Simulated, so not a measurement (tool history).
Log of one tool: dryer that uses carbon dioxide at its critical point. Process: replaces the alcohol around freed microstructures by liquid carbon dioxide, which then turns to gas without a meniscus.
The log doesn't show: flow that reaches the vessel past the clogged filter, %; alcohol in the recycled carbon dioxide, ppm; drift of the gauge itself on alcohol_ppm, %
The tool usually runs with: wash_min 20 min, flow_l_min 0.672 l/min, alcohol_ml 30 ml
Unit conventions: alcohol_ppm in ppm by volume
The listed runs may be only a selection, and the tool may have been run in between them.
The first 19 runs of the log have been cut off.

run	hour	wash_min	flow_l_min	alcohol_ml	hours of work since the filter was changed	hours of work since the purifier's bed was changed	alcohol_ppm
20	201.6	21	0.639	34	161	456	264
21	216.9	19	0.639	103	171	466	884
22	230.5	23	0.672	20	180	475	155
23	242.9	20	0.672	82	188	483	515
24	255.5	17	0.672	36	196	492	465
25	267.1	17	0.672	36	204	499	484
26	279.3	18	0.672	30	212	507	365
27	289.3	18	0.591	30	218	514	542
28	303.8	18	0.524	30	228	523	753
29	312.3	20	0.672	34	233	529	298
30	323.7	20	0.672	34	241	536	293
31	336.5	18	0.672	105	249	544	1006

Forecast each of these 3 alternatives for the next run:
A	351.0	21	0.866	60	258	554	?
B	351.0	20	0.971	67	258	554	?
C	351.0	20	0.572	26	258	554	?

run	alcohol_ppm
A	182
B	166
C	406
Stripped of hidden state, with their random variation kept, the same runs would have yielded:
run	alcohol_ppm
A	40
B	31
C	227
